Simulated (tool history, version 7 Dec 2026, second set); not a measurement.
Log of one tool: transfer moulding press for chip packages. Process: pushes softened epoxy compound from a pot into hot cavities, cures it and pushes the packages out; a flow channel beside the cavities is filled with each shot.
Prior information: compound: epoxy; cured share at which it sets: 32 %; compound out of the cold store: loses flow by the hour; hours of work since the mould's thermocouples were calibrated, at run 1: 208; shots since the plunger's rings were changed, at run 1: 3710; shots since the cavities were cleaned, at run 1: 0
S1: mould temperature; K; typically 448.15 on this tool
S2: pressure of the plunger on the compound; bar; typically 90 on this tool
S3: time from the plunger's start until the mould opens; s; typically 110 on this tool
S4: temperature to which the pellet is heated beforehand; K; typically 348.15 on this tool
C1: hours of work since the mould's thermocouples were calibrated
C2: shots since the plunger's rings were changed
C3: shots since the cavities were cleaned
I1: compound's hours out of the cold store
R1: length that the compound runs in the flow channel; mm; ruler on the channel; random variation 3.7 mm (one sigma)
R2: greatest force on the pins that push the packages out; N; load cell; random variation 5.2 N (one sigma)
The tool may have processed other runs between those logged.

run,hour,S1,S2,S3,S4,C1,C2,C3,I1,R1,R2
1,0.0,448.15,90,110,348.15,208,3710,0,12.6,714,160
2,13.0,448.15,90,110,348.15,217,3861,151,12.3,719,207
# hour 17.4: plunger's sealing rings changed
3,28.3,448.15,90,110,348.15,226,127,300,42.5,689,224
# hour 32.3: cavities cleaned with cleaning compound and waxed
4,46.9,448.15,90,110,348.15,237,325,169,29.8,712,280
# hour 69.4: cavities cleaned with cleaning compound and waxed
5,73.6,448.15,90,146,348.15,254,618,48,29.3,710,166
6,93.4,448.15,90,146,348.15,268,848,278,10.9,752,213
# hour 106.3: cavities cleaned with cleaning compound and waxed
7,116.3,448.15,90,146,348.15,282,1097,116,29.3,711,182
8,129.7,446.15,98,94,348.15,291,1253,272,19.1,764,290
# hour 144.1: cavities cleaned with cleaning compound and waxed
9,152.0,446.15,98,94,348.15,305,1494,93,9.7,788,239
10,167.3,446.15,98,94,348.15,315,1672,271,19.3,763,283

Alternative continuations, all from the tool just after run 10; predict every row:
# hour 182.7: cavities cleaned with cleaning compound and waxed
A,188.9,451.15,98,94,348.15,329,1905,73,47.6,?,?
# hour 182.7: cavities cleaned with cleaning compound and waxed
B,188.9,446.15,98,94,355.15,329,1905,73,44.5,?,?
# hour 182.7: cavities cleaned with cleaning compound and waxed
C,188.9,448.15,90,110,340.15,329,1905,73,19.0,?,?

run,R1,R2
A,689,184
B,705,220
C,723,185
Without the tool's unlogged condition, the same runs would have read:
run,R1,R2
A,709,163
B,726,196
C,744,163

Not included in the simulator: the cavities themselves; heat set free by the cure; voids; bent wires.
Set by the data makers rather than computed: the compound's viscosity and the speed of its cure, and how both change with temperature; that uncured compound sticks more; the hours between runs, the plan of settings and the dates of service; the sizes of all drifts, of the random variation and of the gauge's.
